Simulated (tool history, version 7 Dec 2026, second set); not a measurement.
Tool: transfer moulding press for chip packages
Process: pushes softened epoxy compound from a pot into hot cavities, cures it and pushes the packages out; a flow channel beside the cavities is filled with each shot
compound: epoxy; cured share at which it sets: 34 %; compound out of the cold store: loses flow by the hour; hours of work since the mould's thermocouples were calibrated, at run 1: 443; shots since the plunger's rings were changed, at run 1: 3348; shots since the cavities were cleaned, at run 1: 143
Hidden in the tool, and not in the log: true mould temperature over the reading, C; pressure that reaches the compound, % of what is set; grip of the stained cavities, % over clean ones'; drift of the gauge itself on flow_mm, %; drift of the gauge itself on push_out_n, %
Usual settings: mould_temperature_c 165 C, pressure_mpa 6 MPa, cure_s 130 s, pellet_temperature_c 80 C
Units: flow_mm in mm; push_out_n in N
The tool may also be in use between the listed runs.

run,hour,mould_temperature_c,pressure_mpa,cure_s,pellet_temperature_c,hours of work since the mould's thermocouples were calibrated,shots since the plunger's rings were changed,shots since the cavities were cleaned,incoming compound's hours out of the cold store,flow_mm,push_out_n
1,0,165,6,130,80,443,3348,143,22.9,852,640
2,43.3,165,6,130,80,463,3629,424,25.3,837,842
3,64.1,165,5.57,130,80,473,3764,559,37.2,784,891
# hour 80.8: cavities cleaned with cleaning compound and waxed
4,96.5,165,5.57,130,80,487,3965,102,19.7,820,1185
5,140.9,165,7.24,130,80,508,4253,390,26.5,921,1150
# hour 164.2: plunger's sealing rings changed
6,169,165,6,146,80,520,31,556,8.2,943,1010
# hour 186.7: cavities cleaned with cleaning compound and waxed
7,195.4,165,6,130,80,532,192,56,30.4,877,552
8,234.9,165,6,130,80,550,449,313,37.8,870,767
9,268.3,165,6,123,80,566,666,530,33,871,974
# hour 287.4: cavities cleaned with cleaning compound and waxed
10,306,165,6,130,80,582,901,121,35.4,857,631
11,340.8,165,6,130,80,599,1127,347,28.3,880,833
# hour 355.1: cavities cleaned with cleaning compound and waxed, once more
12,363,165,6,130,80,608,1261,51,44.9,836,548
13,408.7,165,6,130,80,630,1558,348,28.3,865,819
14,432.1,165,6,130,83,640,1710,500,30.6,858,935
# hour 456.2: cavities cleaned with cleaning compound and waxed
15,472.3,159,6.58,166,83,658,1961,105,27.1,935,623
16,498.5,159,6.58,166,83,671,2131,275,15.8,968,791
17,522,170,5.19,111,72,682,2283,427,40.6,742,822
18,548.4,168,6.36,111,72,694,2455,599,12.2,899,1042
# hour 557.2: cavities cleaned with cleaning compound and waxed
19,576,168,6.36,111,72,706,2624,122,12,913,708
20,603.8,172,6,130,80,719,2805,303,34.4,799,642
21,652.7,165,4.88,117,85,742,3122,620,12.5,808,1159
# hour 659.9: cavities cleaned with cleaning compound and waxed
# hour 664.7: mould's thermocouples calibrated
22,680.1,165,6,123,80,7,3277,118,27.8,846,655
23,717.5,165,6,123,80,25,3520,361,16.8,858,875
24,740.1,165,6,123,80,35,3666,507,23.8,844,939
# hour 764.6: cavities cleaned with cleaning compound and waxed
25,768.3,165,6,164,88,48,3840,24,16.1,857,434
26,805.5,165,6,164,88,65,4081,265,17.3,852,607
27,826.7,165,4.96,169,88,75,4219,403,44.8,707,691

3 ways to go on from here, each from the tool as it stands after run 27. What would each give?
# hour 853.7: plunger's sealing rings changed
# hour 868: cavities cleaned with cleaning compound and waxed
A,877.1,165,6.25,169,74,96,142,59,9.1,?,?
# hour 853.7: plunger's sealing rings changed
# hour 868: cavities cleaned with cleaning compound and waxed
B,877.1,172,7.26,125,80,96,142,59,11.3,?,?
# hour 853.7: plunger's sealing rings changed
# hour 868: cavities cleaned with cleaning compound and waxed
C,877.1,165,4.96,138,71,96,142,59,19.2,?,?

run,flow_mm,push_out_n
A,944,469
B,976,488
C,815,529
Without the tool's hidden state the same runs would have given:
run,flow_mm,push_out_n
A,946,408
B,978,425
C,817,458
